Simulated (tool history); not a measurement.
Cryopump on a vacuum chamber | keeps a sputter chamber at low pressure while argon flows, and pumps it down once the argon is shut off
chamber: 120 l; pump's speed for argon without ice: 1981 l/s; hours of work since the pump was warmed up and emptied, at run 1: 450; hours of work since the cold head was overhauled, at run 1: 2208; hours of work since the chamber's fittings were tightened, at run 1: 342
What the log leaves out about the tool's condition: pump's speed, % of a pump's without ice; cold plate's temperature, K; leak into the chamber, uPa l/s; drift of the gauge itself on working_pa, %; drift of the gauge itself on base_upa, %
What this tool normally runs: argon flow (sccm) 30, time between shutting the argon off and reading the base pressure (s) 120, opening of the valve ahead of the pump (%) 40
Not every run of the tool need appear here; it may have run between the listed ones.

run    hour  argon flow (sccm)  time between shutting the argon off and reading the base pressure (s)  opening of the valve ahead of the pump (%)  hours of work since the pump was warmed up and emptied  hours of work since the cold head was overhauled  hours of work since the chamber's fittings were tightened  pressure while argon flows (Pa)  pressure after the wait (uPa)
  1     0.0                 30                                                                    120                                          40                                                     450                                              2208                                                        342                           0.0673                           1.13
  2    70.0                 30                                                                    120                                          40                                                     490                                              2249                                                        382                           0.0676                           1.21
  3   155.8                 30                                                                    120                                          40                                                     539                                              2298                                                        431                           0.0677                           1.34
  4   260.9                 30                                                                    120                                          40                                                     599                                              2358                                                        491                           0.0673                           1.38
  5   314.3                 30                                                                    120                                          40                                                     630                                              2388                                                        521                           0.0688                           1.47
  6   431.7                 30                                                                    120                                          40                                                     697                                              2455                                                        588                           0.0689                           1.62
  7   497.7                 30                                                                    120                                          40                                                     735                                              2493                                                        626                           0.0694                           1.67
  8   586.5                 30                                                                    120                                          40                                                     786                                              2544                                                        677                           0.0701                           1.74
      676.2  -- pump warmed up, emptied and cooled again
  9   720.6                 30                                                                    134                                          40                                                      25                                              2618                                                        751                           0.0655                           1.55
 10   804.0                 30                                                                    134                                          40                                                      73                                              2665                                                        798                           0.0655                           1.65
 11   861.9                 30                                                                    120                                          40                                                     106                                              2698                                                        831                           0.0648                           1.75
 12   916.4                 30                                                                    120                                          21                                                     137                                              2730                                                        863                           0.1220                           1.88
 13  1018.2                 30                                                                     23                                          40                                                     196                                              2788                                                        921                           0.0656                           3.81
 14  1100.9                 36                                                                     65                                          24                                                     243                                              2835                                                        968                           0.1301                           2.39
 15  1185.6                 58                                                                    197                                          34                                                     291                                              2883                                                       1017                           0.1498                           1.88
 16  1283.0                 30                                                                     93                                          53                                                     347                                              2939                                                       1072                           0.0506                           2.35
 17  1379.1                 30                                                                     93                                          53                                                     402                                              2994                                                       1127                           0.0522                           2.51
 18  1468.5                 30                                                                     93                                          53                                                     453                                              3045                                                       1178                           0.0517                           2.70
 19  1561.6                 19                                                                    261                                          35                                                     506                                              3099                                                       1232                           0.0487                           2.27
 20  1628.3                 19                                                                     46                                          38                                                     544                                              3137                                                       1270                           0.0461                           3.43
 21  1725.9                 20                                                                    176                                          55                                                     600                                              3192                                                       1325                           0.0341                           2.68
 22  1811.0                 32                                                                     38                                          57                                                     649                                              3241                                                       1374                           0.0526                           3.95
 23  1915.0                 32                                                                    220                                          57                                                     708                                              3301                                                       1434                           0.0538                           2.69
     1936.9  -- leaking fittings of the chamber tightened, without venting
 24  2014.8                 30                                                                     68                                          19                                                     764                                              3356                                                         44                           0.1416                           1.10
 25  2091.7                 19                                                                    202                                          42                                                     808                                              3400                                                         88                           0.0422                           0.63
     2140.6  -- pump warmed up, emptied and cooled again
 26  2158.6                 52                                                                     85                                          33                                                      10                                              3436                                                        124                           0.1340                           1.06

Forecast each of these 4 alternatives for the next run:
  A  2231.3                 52                                                                     31                                          37                                                      52                                              3477                                                        165                                ?                              ?
  B  2231.3                 13                                                                    152                                          36                                                      52                                              3477                                                        165                                ?                              ?
  C  2231.3                 50                                                                     73                                          34                                                      52                                              3477                                                        165                                ?                              ?
  D  2231.3                 15                                                                     82                                          21                                                      52                                              3477                                                        165                                ?                              ?

run  pressure while argon flows (Pa)  pressure after the wait (uPa)
  A                           0.1213                           2.30
  B                           0.0306                           0.81
  C                           0.1275                           1.23
  D                           0.0609                           1.09
What these runs would have given with no unlogged condition in the tool:
run  pressure while argon flows (Pa)  pressure after the wait (uPa)
  A                           0.1199                           2.04
  B                           0.0302                           0.55
  C                           0.1262                           0.96
  D                           0.0605                           0.83
